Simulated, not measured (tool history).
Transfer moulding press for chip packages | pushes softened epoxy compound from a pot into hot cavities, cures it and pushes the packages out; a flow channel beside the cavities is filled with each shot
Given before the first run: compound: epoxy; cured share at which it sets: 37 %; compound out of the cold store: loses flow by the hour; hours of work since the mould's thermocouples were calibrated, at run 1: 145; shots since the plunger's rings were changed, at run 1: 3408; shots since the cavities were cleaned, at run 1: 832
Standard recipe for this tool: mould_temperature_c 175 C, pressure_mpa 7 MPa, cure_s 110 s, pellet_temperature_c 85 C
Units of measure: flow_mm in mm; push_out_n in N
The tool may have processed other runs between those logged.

run	day	mould_temperature_c	pressure_mpa	cure_s	pellet_temperature_c	hours of work since the mould's thermocouples were calibrated	shots since the plunger's rings were changed	shots since the cavities were cleaned	incoming compound's hours out of the cold store	flow_mm	push_out_n
1	0	175	7	110	85	145	3408	832	37.6	847	698
2	0.7	168	7	110	85	154	3576	1000	35.4	877	1026
# day 1.45: cavities cleaned with cleaning compound and waxed
3	1.758	176	7	110	85	168	3814	74	17.1	914	495
4	2.871	170	7	110	85	183	4082	342	19.1	917	849
5	3.717	175	7	110	85	195	4284	544	31.3	866	644
6	4.825	175	7	110	85	210	4550	810	46.1	780	678
7	5.6	175	7	110	85	220	4736	996	13.6	934	740
# day 6.333: cavities cleaned with cleaning compound and waxed
8	6.333	175	7.38	110	85	230	4896	0	14.1	942	459
9	7.196	175	6.59	110	85	241	5103	207	39.4	781	563
10	8.192	175	6.59	110	85	255	5342	446	38.8	783	637
11	8.779	175	6.59	110	85	263	5483	587	44.1	772	638
12	10	175	6.59	110	85	280	5775	879	8.7	906	736
13	10.854	171	7	110	85	291	5980	1084	35.5	817	851
# day 11.217: cavities cleaned with cleaning compound and waxed
14	12.233	171	7	110	85	309	6296	243	17.9	910	731
# day 13.429: plunger's sealing rings changed
15	13.65	171	7	110	85	327	53	558	11.1	1014	872
16	14.717	180	7	110	93	342	308	813	13.8	959	608
17	15.492	180	7	110	93	352	494	999	26.5	904	638
18	16.125	180	7	110	93	361	646	1151	32.8	866	626
# day 16.242: cavities cleaned with cleaning compound and waxed
19	17.479	180	7	110	93	378	956	297	35.7	853	535
20	18.125	180	7	110	93	387	1111	452	41.2	839	584
# day 18.933: mould's thermocouples calibrated
21	18.933	180	7	110	87	0	1285	626	9.9	958	616
22	19.754	180	7	110	87	11	1482	823	13.3	962	619
23	20.329	180	5.77	110	87	19	1619	960	43.6	744	611
# day 21.308: cavities cleaned with cleaning compound and waxed
24	21.492	169	5.77	110	85	34	1884	45	10.9	912	755
25	22.171	175	5.45	122	79	43	2046	207	38.7	740	542
26	23.171	175	5.45	122	79	57	2286	447	25.6	799	627
27	24.125	175	5.45	139	82	70	2515	676	16.1	845	597
28	25.238	175	7	110	85	85	2781	942	42.2	828	671

For each run, the measured value with the value that run would have given without the tool's hidden condition subtracted. The run-to-run variation is shared by both, the gauge scatter possibly not:
Hidden state at play: true mould temperature over the reading, C; pressure that reaches the compound, % of what is set; grip of the stained cavities, % over clean ones'; drift of the gauge itself on flow_mm, %; drift of the gauge itself on push_out_n, %.
run	flow_mm	push_out_n
1	-43	+240
2	-46	+362
3	-51	+50
4	-55	+211
5	-55	+195
6	-53	+227
7	-68	+257
8	-70	+1
9	-61	+104
10	-64	+176
11	-65	+196
12	-81	+249
13	-77	+295
14	-90	+151
15	-2	+259
16	-6	+209
17	-8	+225
18	-9	+223
19	-13	+127
20	-14	+168
21	-17	+198
22	-20	+213
23	-17	+217
24	-24	+58
25	-21	+110
26	-26	+183
27	-30	+198
28	-33	+236
